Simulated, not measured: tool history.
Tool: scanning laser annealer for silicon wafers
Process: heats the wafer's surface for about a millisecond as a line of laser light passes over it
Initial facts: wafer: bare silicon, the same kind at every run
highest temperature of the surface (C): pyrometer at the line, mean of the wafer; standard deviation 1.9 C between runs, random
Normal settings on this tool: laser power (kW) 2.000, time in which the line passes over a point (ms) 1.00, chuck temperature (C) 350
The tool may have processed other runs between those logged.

run	hour	laser power (kW)	time in which the line passes over a point (ms)	chuck temperature (C)	highest temperature of the surface (C)
1	0.0	2.000	1.00	350	1101
2	56.2	2.000	1.00	350	1096
3	98.8	2.000	1.00	350	1091
4	138.5	2.000	1.00	350	1089
5	198.4	2.000	1.00	350	1089
# hour 258.7: window over the wafer cleaned
6	262.1	1.704	1.00	350	1008
7	305.5	1.704	1.00	350	1004
8	354.2	1.704	1.00	350	1001
9	383.2	1.704	1.00	350	1000
10	440.1	1.704	1.00	350	996
11	492.6	1.704	1.00	350	995
12	538.6	1.888	1.00	350	1064
13	572.8	1.883	1.00	382	1086
# hour 578.6: laser's power meter calibrated
14	630.0	1.919	1.00	350	1070
15	666.4	1.919	1.00	350	1065
16	727.4	1.919	1.00	350	1059
17	792.4	1.862	0.92	350	1006
18	844.8	1.949	0.92	350	1034
19	887.8	1.769	0.72	388	929
# hour 905.2: window over the wafer cleaned
# hour 917.7: laser's power meter calibrated, once more
20	958.8	2.000	1.13	357	1177
21	986.3	2.000	1.13	355	1175
22	1021.5	2.000	1.13	355	1170
23	1085.8	2.140	1.13	382	1251
24	1141.7	1.915	0.75	359	979

Here are 4 independent what-if runs from the current tool condition. What would each one return?
A	1176.3	1.989	0.92	386	?
B	1176.3	2.089	1.00	378	?
C	1176.3	2.122	0.93	363	?
D	1176.3	1.775	1.05	350	?

run	highest temperature of the surface (C)
A	1100
B	1165
C	1134
D	1034
Without the tool's unlogged condition, the same runs would have read:
run	highest temperature of the surface (C)
A	1124
B	1192
C	1161
D	1057
